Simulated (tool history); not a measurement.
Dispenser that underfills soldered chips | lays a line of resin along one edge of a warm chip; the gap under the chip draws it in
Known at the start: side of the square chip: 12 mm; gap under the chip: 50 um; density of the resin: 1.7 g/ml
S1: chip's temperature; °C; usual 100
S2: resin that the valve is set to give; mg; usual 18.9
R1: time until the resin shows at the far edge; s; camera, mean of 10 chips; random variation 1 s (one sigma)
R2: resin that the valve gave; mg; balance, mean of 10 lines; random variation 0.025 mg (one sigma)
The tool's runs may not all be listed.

run	hour	S1	S2	R1	R2
1	0	100	18.9	128.6	18.69
# hour 1.4: new syringe of resin
2	9.7	100	18.9	123.1	18.63
# hour 12.9: new syringe of resin
3	22.1	100	18.9	129.3	18.53
# hour 24.1: new syringe of resin
# hour 27.3: dispensing valve cleaned and set on the balance
4	33.6	100	18.9	125.5	18.82
# hour 36.4: new syringe of resin
5	46.3	100	18.9	127.8	18.78
# hour 48.4: new syringe of resin
# hour 59.7: new syringe of resin
6	60.7	100	18.9	104.6	18.68
7	70.1	100	18.9	134.4	18.6
# hour 71: new syringe of resin
# hour 82.4: new syringe of resin
8	83.2	100	24.4	102.7	23.96
# hour 93.6: new syringe of resin
# hour 94.9: dispensing valve cleaned and set on the balance
9	94.9	100	18.9	103.3	18.86
10	102.5	107	18.9	104	18.81
# hour 106.7: new syringe of resin
11	116.5	107	18.9	109.5	18.78
# hour 117.9: new syringe of resin
12	124.7	108	18.9	97.5	18.71
# hour 129: new syringe of resin
13	134.6	108	20.1	91.1	19.83
# hour 141.3: new syringe of resin
14	142.3	90	16.2	145	15.95
# hour 153: new syringe of resin
15	153	90	16.2	145.6	15.91
# hour 162.1: dispensing valve cleaned and set on the balance
# hour 165: new syringe of resin
16	166.5	86	16.8	165.7	16.79
# hour 177: new syringe of resin
17	178.9	98	22.8	110.9	22.61
18	185.3	98	22.8	132.4	22.54

5 ways to go on from here, each from the tool as it stands after run 18. What would each give?
# hour 188.6: new syringe of resin
A	198.9	97	23.4	?	?
# hour 188.6: new syringe of resin
B	198.9	98	23.7	?	?
# hour 188.6: new syringe of resin
C	198.9	98	18.2	?	?
# hour 188.6: new syringe of resin
D	198.9	102	21.5	?	?
# hour 188.6: new syringe of resin
E	198.9	100	22.2	?	?

run	R1	R2
A	143	23.08
B	140.2	23.43
C	146.4	17.97
D	124.5	21.23
E	131.6	21.94
Without the tool's hidden state the same runs would have given:
run	R1	R2
A	105.7	23.37
B	103.6	23.72
C	108	18.2
D	92.2	21.5
E	97.3	22.22
